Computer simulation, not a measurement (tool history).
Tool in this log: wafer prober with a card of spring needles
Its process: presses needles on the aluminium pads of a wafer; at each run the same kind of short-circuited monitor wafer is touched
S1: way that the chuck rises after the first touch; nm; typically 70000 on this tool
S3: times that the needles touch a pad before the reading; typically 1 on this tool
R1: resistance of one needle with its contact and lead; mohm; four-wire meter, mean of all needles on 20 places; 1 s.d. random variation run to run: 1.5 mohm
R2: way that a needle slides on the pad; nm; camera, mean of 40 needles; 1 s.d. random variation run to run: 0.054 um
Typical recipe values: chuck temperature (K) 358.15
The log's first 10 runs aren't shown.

At hour 58.9: tips cleaned on abrasive film.
Run 11, hour 61.3: usual settings but S1 64000 nm, chuck temperature (K) 301.15. Result: R1 190 mohm, R2 13930 nm.
Run 12, hour 66.0: usual settings. Result: R1 231 mohm, R2 15300 nm.
At hour 68.8: tips cleaned on abrasive film.
Run 13, hour 71.1: usual settings. Result: R1 183 mohm, R2 15110 nm.
Run 14, hour 75.8: usual settings but S3 2. Result: R1 196 mohm, R2 15170 nm.
At hour 78.1: tips cleaned on abrasive film.
Run 15, hour 82.2: usual settings but S3 2. Result: R1 178 mohm, R2 15270 nm.
At hour 87.8: tips cleaned on abrasive film.
Run 16, hour 88.5: usual settings but S3 2. Result: R1 150 mohm, R2 15240 nm.
Run 17, hour 93.3: usual settings. Result: R1 213 mohm, R2 15180 nm.
At hour 97.6: tips cleaned on abrasive film.
Run 18, hour 102.4: usual settings but S1 76000 nm, chuck temperature (K) 343.15. Result: R1 199 mohm, R2 16590 nm.
At hour 107.0: tips cleaned on abrasive film.
Run 19, hour 109.8: usual settings but S1 84000 nm, chuck temperature (K) 322.15. Result: R1 168 mohm, R2 18240 nm.
Run 20, hour 114.7: usual settings but S1 57000 nm, chuck temperature (K) 322.15. Result: R1 291 mohm, R2 12360 nm.
At hour 116.4: tips cleaned on abrasive film.
Run 21, hour 120.7: usual settings but chuck temperature (K) 329.15. Result: R1 214 mohm, R2 15140 nm.
At hour 126.4: tips cleaned on abrasive film.
Run 22, hour 130.2: usual settings but chuck temperature (K) 329.15. Result: R1 198 mohm, R2 15180 nm.
At hour 136.5: tips cleaned on abrasive film.
Run 23, hour 139.7: usual settings but S1 85000 nm, chuck temperature (K) 365.15, S3 2. Result: R1 163 mohm, R2 18410 nm.

What will run 24 give?
At hour 145.8: tips cleaned on abrasive film.
Run 24, hour 146.8: usual settings but S1 85000 nm, chuck temperature (K) 365.15, S3 2. Result: R1 ?, R2 ?.

Run 24 gave R1 148 mohm, R2 18270 nm.
Minus the tool's unlogged condition, the same run would have read R1 135 mohm, R2 18540 nm.
